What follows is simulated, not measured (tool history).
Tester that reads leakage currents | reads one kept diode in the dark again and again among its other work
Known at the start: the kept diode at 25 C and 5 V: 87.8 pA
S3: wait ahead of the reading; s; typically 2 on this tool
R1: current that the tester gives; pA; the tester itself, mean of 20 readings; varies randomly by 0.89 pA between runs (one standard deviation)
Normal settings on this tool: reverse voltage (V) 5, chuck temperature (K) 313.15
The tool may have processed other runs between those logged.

Run 1, hour 0: usual settings. Result: R1 296.28 pA.
Run 2, hour 52.4: usual settings. Result: R1 297.81 pA.
Run 3, hour 94.1: usual settings. Result: R1 296.79 pA.
Run 4, hour 135.1: usual settings. Result: R1 298.28 pA.
Run 5, hour 185.3: usual settings but chuck temperature (K) 294.15. Result: R1 65.29 pA.
Run 6, hour 221: usual settings but chuck temperature (K) 294.15, S3 0.38 s. Result: R1 66.44 pA.
Run 7, hour 276: usual settings but reverse voltage (V) 1.01. Result: R1 173.51 pA.
Run 8, hour 319.9: usual settings but reverse voltage (V) 2.7. Result: R1 243.3 pA.
Run 9, hour 380.5: usual settings. Result: R1 300.9 pA.
Run 10, hour 455.2: usual settings. Result: R1 301.94 pA.
Run 11, hour 491.8: usual settings. Result: R1 301.33 pA.
Run 12, hour 530.3: usual settings. Result: R1 302.13 pA.
Run 13, hour 565.2: usual settings but reverse voltage (V) 5.1, S3 2.12 s. Result: R1 304.64 pA.
Run 14, hour 608.7: usual settings but chuck temperature (K) 332.15, S3 0.46 s. Result: R1 1189.48 pA.
Run 15, hour 665.1: usual settings but reverse voltage (V) 12.92, chuck temperature (K) 301.15, S3 2.92 s. Result: R1 166.48 pA.
Run 16, hour 717.4: usual settings but reverse voltage (V) 12.92, chuck temperature (K) 301.15, S3 2.92 s. Result: R1 166.2 pA.
Run 17, hour 800.6: usual settings but reverse voltage (V) 3, chuck temperature (K) 301.15. Result: R1 99.42 pA.
Run 18, hour 850.2: usual settings but reverse voltage (V) 11.88, chuck temperature (K) 306.15, S3 0.35 s. Result: R1 243.79 pA.
Run 19, hour 919.8: usual settings but reverse voltage (V) 4.62, chuck temperature (K) 309.15, S3 0.4 s. Result: R1 219.6 pA.
Run 20, hour 957.9: usual settings but S3 0.46 s. Result: R1 307.07 pA.
Run 21, hour 997.2: usual settings but reverse voltage (V) 10.03, chuck temperature (K) 306.15, S3 0.46 s. Result: R1 229.06 pA.
Run 22, hour 1047: usual settings but reverse voltage (V) 14, chuck temperature (K) 306.15, S3 1.05 s. Result: R1 259.78 pA.

Here are 5 independent what-if runs from the current tool condition. What would each one return?
Run A, hour 1103.1: usual settings but reverse voltage (V) 7.99, chuck temperature (K) 293.15, S3 6.43 s. Result: R1 ?.
Run B, hour 1103.1: usual settings but reverse voltage (V) 6.6, chuck temperature (K) 324.15, S3 1.05 s. Result: R1 ?.
Run C, hour 1103.1: usual settings but chuck temperature (K) 307.15. Result: R1 ?.
Run D, hour 1103.1: usual settings but reverse voltage (V) 14, chuck temperature (K) 311.15, S3 4.12 s. Result: R1 ?.
Run E, hour 1103.1: usual settings but chuck temperature (K) 296.15. Result: R1 ?.

run      R1
  A    74.3
  B  756.88
  C  193.75
  D  378.98
  E   80.07
With no hidden state in the tool, these same runs would have given:
run      R1
  A   67.03
  B  731.39
  C  184.56
  D  358.92
  E   74.38
